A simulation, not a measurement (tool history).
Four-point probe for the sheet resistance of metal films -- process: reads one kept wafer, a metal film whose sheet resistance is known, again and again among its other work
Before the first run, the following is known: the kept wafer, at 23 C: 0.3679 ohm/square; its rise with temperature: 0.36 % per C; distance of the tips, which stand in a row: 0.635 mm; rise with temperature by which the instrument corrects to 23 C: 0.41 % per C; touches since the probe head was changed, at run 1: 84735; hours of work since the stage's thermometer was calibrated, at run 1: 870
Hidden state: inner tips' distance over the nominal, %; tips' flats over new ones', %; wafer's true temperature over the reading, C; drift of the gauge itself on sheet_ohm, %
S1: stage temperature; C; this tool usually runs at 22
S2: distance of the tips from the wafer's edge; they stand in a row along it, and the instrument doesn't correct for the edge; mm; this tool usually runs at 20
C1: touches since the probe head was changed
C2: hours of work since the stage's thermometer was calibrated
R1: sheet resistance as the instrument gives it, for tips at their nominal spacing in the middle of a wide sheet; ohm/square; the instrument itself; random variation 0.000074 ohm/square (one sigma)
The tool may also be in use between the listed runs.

run 1 hour=0 | S1=22 S2=20 | C1=84735 C2=870 | R1=0.368484
run 2 hour=72 | S1=22 S2=7 | C1=87302 C2=913 | R1=0.369851
run 3 hour=157.9 | S1=22 S2=7 | C1=90363 C2=965 | R1=0.369816
run 4 hour=226.2 | S1=22 S2=7 | C1=92796 C2=1006 | R1=0.369814
run 5 hour=303.3 | S1=22 S2=7 | C1=95544 C2=1052 | R1=0.36974
run 6 hour=362.3 | S1=22 S2=40 | C1=97644 C2=1087 | R1=0.368087
run 7 hour=434.5 | S1=22 S2=40 | C1=100219 C2=1130 | R1=0.36811
run 8 hour=512.2 | S1=22 S2=40 | C1=102987 C2=1176 | R1=0.368192
run 9 hour=571.5 | S1=19 S2=40 | C1=105101 C2=1212 | R1=0.368857
run 10 hour=646.9 | S1=22 S2=28 | C1=107787 C2=1257 | R1=0.368129
run 11 hour=690.1 | S1=22 S2=28 | C1=109324 C2=1283 | R1=0.368244
run 12 hour=786.8 | S1=22 S2=10 | C1=112772 C2=1340 | R1=0.368838
run 13 hour=852.4 | S1=22 S2=10 | C1=115109 C2=1380 | R1=0.369019
run 14 hour=901.3 | S1=22 S2=10 | C1=116850 C2=1409 | R1=0.36899
run 15 hour=965.7 | S1=29 S2=10 | C1=119144 C2=1447 | R1=0.367563
run 16 hour=1009.2 | S1=29 S2=10 | C1=120697 C2=1473 | R1=0.367618
run 17 hour=1091.3 | S1=29 S2=10 | C1=123620 C2=1522 | R1=0.367705
run 18 hour=1174.2 | S1=29 S2=10 | C1=126575 C2=1572 | R1=0.367585
run 19 hour=1272.5 | S1=22 S2=20 | C1=130079 C2=1631 | R1=0.368233
run 20 hour=1321.3 | S1=22 S2=20 | C1=131816 C2=1660 | R1=0.368296
run 21 hour=1395.4 | S1=22 S2=20 | C1=134458 C2=1704 | R1=0.368263
run 22 hour=1460.7 | S1=22 S2=41 | C1=136782 C2=1743 | R1=0.368161
run 23 hour=1518.6 | S1=30 S2=41 | C1=138846 C2=1778 | R1=0.366804
run 24 hour=1569 | S1=30 S2=41 | C1=140644 C2=1808 | R1=0.366836
run 25 hour=1661.9 | S1=30 S2=41 | C1=143951 C2=1863 | R1=0.366841
run 26 hour=1705.8 | S1=23 S2=10 | C1=145516 C2=1889 | R1=0.368647
run 27 hour=1811.8 | S1=23 S2=10 | C1=149295 C2=1953 | R1=0.368683
run 28 hour=1854.4 | S1=20 S2=4 | C1=150814 C2=1978 | R1=0.373338
run 29 hour=1934 | S1=22 S2=4 | C1=153649 C2=2026 | R1=0.372944
run 30 hour=1988 | S1=22 S2=4 | C1=155572 C2=2058 | R1=0.37307
run 31 hour=2084.3 | S1=22 S2=4 | C1=159005 C2=2116 | R1=0.373098
run 32 hour=2168.4 | S1=19 S2=7 | C1=162001 C2=2166 | R1=0.370337
-- hour=2173.5 stage's thermometer calibrated
run 33 hour=2264.9 | S1=19 S2=7 | C1=165421 C2=55 | R1=0.370266
run 34 hour=2350.8 | S1=19 S2=7 | C1=168483 C2=106 | R1=0.370365
run 35 hour=2407.5 | S1=32 S2=19 | C1=170502 C2=140 | R1=0.366568
run 36 hour=2499.6 | S1=25 S2=20 | C1=173785 C2=195 | R1=0.367687
run 37 hour=2576.3 | S1=22 S2=17 | C1=176516 C2=241 | R1=0.368413
run 38 hour=2638.5 | S1=27 S2=33 | C1=178732 C2=278 | R1=0.36732
run 39 hour=2726.7 | S1=25 S2=5 | C1=181875 C2=330 | R1=0.370696
run 40 hour=2770.5 | S1=25 S2=5 | C1=183437 C2=357 | R1=0.370708
run 41 hour=2819.2 | S1=29 S2=5 | C1=185171 C2=386 | R1=0.370067
run 42 hour=2891.9 | S1=27 S2=5 | C1=187763 C2=429 | R1=0.370435
run 43 hour=2957.3 | S1=27 S2=5 | C1=190094 C2=468 | R1=0.370508

Run 44, settings as shown, results not yet in. Your forecast:
run 44 hour=3021.2 | S1=27 S2=5 | C1=192370 C2=506 | R1=?

{"run 44": {"R1": 0.370322}}
With the hidden condition absent and the run-to-run variation left alone, this run would have shown R1 0.370271 ohm/square.

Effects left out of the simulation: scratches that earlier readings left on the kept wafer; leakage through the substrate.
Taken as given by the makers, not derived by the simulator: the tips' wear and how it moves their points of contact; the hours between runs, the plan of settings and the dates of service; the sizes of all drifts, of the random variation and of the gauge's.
